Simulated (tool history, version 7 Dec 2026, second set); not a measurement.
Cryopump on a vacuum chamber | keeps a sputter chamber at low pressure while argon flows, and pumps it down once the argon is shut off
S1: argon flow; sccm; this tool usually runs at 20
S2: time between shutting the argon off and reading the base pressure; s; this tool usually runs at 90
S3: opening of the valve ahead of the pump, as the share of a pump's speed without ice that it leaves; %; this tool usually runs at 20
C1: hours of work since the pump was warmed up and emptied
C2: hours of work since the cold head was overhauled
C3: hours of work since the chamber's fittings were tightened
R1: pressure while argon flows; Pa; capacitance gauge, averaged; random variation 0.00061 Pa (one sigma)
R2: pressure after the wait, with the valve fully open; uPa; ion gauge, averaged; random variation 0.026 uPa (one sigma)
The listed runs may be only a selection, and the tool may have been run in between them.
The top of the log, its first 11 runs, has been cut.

| run | hour | S1 | S2 | S3 | C1 | C2 | C3 | R1 | R2 |
|---|---|---|---|---|---|---|---|---|---|
| 12 | 121.7 | 16 | 90 | 47 | 242 | 242 | 1470 | 0.045 | 2.06 |
| 13 | 135.3 | 14 | 90 | 20 | 251 | 251 | 1479 | 0.0873 | 2.12 |
| 14 | 146.2 | 14 | 90 | 20 | 258 | 258 | 1486 | 0.0877 | 2.03 |
| 15 | 161.2 | 20 | 90 | 55 | 268 | 268 | 1496 | 0.0492 | 2.17 |
| 16 | 171.8 | 20 | 90 | 55 | 275 | 275 | 1503 | 0.05 | 2.13 |
| 17 | 182.4 | 20 | 90 | 20 | 282 | 282 | 1510 | 0.1262 | 2.19 |
| 18 | 195.5 | 20 | 90 | 20 | 290 | 290 | 1519 | 0.1255 | 2.24 |
| 19 | 209.8 | 17 | 92 | 46 | 300 | 300 | 1528 | 0.0494 | 2.25 |
| 20 | 216.7 | 13 | 103 | 15 | 304 | 304 | 1533 | 0.1074 | 2.08 |
| 21 | 230 | 16 | 31 | 43 | 313 | 313 | 1541 | 0.0503 | 3.79 |
| 22 | 242.4 | 36 | 244 | 43 | 321 | 321 | 1549 | 0.1138 | 1.65 |
| 23 | 258.2 | 36 | 118 | 43 | 332 | 332 | 1560 | 0.1125 | 2.03 |
| 24 | 267.3 | 14 | 90 | 20 | 338 | 338 | 1566 | 0.0896 | 2.26 |
| 25 | 279.6 | 20 | 247 | 43 | 346 | 346 | 1574 | 0.0636 | 1.74 |
| 26 | 286.6 | 20 | 247 | 43 | 350 | 350 | 1578 | 0.0637 | 1.72 |
| 27 | 295.2 | 20 | 108 | 20 | 356 | 356 | 1584 | 0.1277 | 2.16 |
| 28 | 302.6 | 21 | 33 | 20 | 361 | 361 | 1589 | 0.134 | 3.81 |
| 29 | 314.8 | 21 | 27 | 50 | 369 | 369 | 1597 | 0.0608 | 4.37 |
| 30 | 325 | 8 | 46 | 18 | 375 | 375 | 1604 | 0.057 | 3.16 |
| 31 | 333.8 | 9 | 298 | 15 | 381 | 381 | 1609 | 0.0761 | 1.8 |
| 32 | 341.8 | 8 | 107 | 18 | 386 | 386 | 1615 | 0.0571 | 2.25 |
| 33 | 351 | 8 | 107 | 18 | 392 | 392 | 1621 | 0.0579 | 2.28 |
| 34 | 367.3 | 8 | 107 | 35 | 403 | 403 | 1631 | 0.0311 | 2.28 |

Here are 4 independent what-if runs from the current tool condition. What would each one return?
| A | 382.3 | 32 | 90 | 20 | 413 | 413 | 1641 | ? | ? |
| B | 382.3 | 16 | 90 | 20 | 413 | 413 | 1641 | ? | ? |
| C | 382.3 | 28 | 34 | 22 | 413 | 413 | 1641 | ? | ? |
| D | 382.3 | 11 | 42 | 20 | 413 | 413 | 1641 | ? | ? |

| run | R1 | R2 |
|---|---|---|
| A | 0.2075 | 2.44 |
| B | 0.1035 | 2.34 |
| C | 0.1668 | 3.92 |
| D | 0.0706 | 3.39 |
With the hidden condition removed and each run's random variation left untouched, the same runs would have given:
| run | R1 | R2 |
|---|---|---|
| A | 0.1901 | 1.08 |
| B | 0.0948 | 1.02 |
| C | 0.1514 | 2.55 |
| D | 0.0646 | 2.05 |
